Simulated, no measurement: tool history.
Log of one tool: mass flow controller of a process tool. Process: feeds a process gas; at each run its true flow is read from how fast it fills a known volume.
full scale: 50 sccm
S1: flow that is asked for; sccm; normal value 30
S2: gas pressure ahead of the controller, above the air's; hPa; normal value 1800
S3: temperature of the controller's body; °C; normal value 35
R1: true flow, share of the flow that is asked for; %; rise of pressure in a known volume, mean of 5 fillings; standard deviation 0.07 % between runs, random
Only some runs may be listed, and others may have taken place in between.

run,day,S1,S2,S3,R1
1,0.000,30,1800,35,98.62
2,3.204,30,1800,35,98.68
3,6.288,30,1800,38,98.41
4,10.354,30,1800,31,99.10
5,12.396,30,1800,35,98.76
6,15.212,30,1800,39,98.45
7,17.188,30,1800,26,99.44
8,20.417,30,1800,26,99.33
9,23.454,30,1800,25,99.46
10,26.212,22,2750,32,99.43
11,28.683,23,2610,28,99.49

Each row is a separate what-if for the run after 11, all from the same tool condition, not one after another. Results?
A,31.838,26,2770,27,?
B,31.838,33,2610,32,?
C,31.838,11,2610,27,?
D,31.838,29,1800,33,?
E,31.838,30,1800,38,?

run,R1
A,99.95
B,99.50
C,99.30
D,98.83
E,98.38
The same runs, with their run-to-run variation unchanged, on a tool lacking any hidden condition would have given:
run,R1
A,99.95
B,99.50
C,99.30
D,98.84
E,98.38
